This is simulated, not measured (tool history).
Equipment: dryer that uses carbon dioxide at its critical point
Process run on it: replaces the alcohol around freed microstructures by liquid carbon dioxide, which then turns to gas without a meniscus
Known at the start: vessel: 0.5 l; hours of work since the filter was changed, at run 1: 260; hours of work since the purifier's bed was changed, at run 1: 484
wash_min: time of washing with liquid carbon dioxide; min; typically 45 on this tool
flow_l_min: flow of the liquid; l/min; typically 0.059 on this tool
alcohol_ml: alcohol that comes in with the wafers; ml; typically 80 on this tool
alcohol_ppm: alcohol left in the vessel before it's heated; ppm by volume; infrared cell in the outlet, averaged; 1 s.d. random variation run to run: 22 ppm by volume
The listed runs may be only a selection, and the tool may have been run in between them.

run   hour  wash_min  flow_l_min  alcohol_ml  hours of work since the filter was changed  hours of work since the purifier's bed was changed  alcohol_ppm
  1      0        45       0.059          80                                         260                                                 484         2103
  2   27.2        45       0.059          80                                         274                                                 498         2173
  3   42.4        45       0.059          80                                         281                                                 506         2097
  4     63        45       0.059          80                                         292                                                 516         2118
  5   91.1        45       0.059          80                                         306                                                 530         2134
  6  122.5        45      0.0755          80                                         321                                                 546          683
     127.8  -- inlet filter changed
  7    140        45      0.0755          80                                           6                                                 554          450
  8  153.8        45      0.0438          80                                          13                                                 561         5193
  9  173.7        45      0.0438          80                                          23                                                 571         5216
 10  194.5        45       0.059          79                                          33                                                 581         1569
 11  219.8        45       0.059          79                                          46                                                 594         1621
 12  251.4        45       0.059          79                                          62                                                 610         1638
 13  278.6        45       0.059          79                                          75                                                 623         1680
 14  302.9        45       0.059          80                                          88                                                 635         1758
 15  333.1        45       0.059          80                                         103                                                 650         1764
 16  348.9        45       0.059          80                                         111                                                 658         1787
 17  370.5        62       0.059          80                                         121                                                 669          398
 18  402.2        62       0.059          80                                         137                                                 685          431
 19    435        62       0.059          80                                         154                                                 701          440
 20    453        62       0.059          80                                         163                                                 710          435
 21  469.7        43      0.0658          79                                         171                                                 719         1400
 22  499.3        45       0.059          28                                         186                                                 734          766
 23  528.2        36      0.0916          42                                         200                                                 748          410
 24  554.4        36      0.0916          42                                         213                                                 761          411
 25  580.5        69      0.0732          42                                         226                                                 774          146
 26  603.6        69      0.0856          56                                         238                                                 786          129
 27  625.9        45       0.059          47                                         249                                                 797         1244
 28  657.1        33      0.0391          47                                         265                                                 812        11906

Estimate the outcome of run 29 from the log above:
 29  680.6        54      0.0386          44                                         276                                                 824            ?

For run 29 the tool returned alcohol_ppm 3239 ppm by volume.
Had the tool carried no hidden state, the very same run would have given alcohol_ppm 2324 ppm by volume.
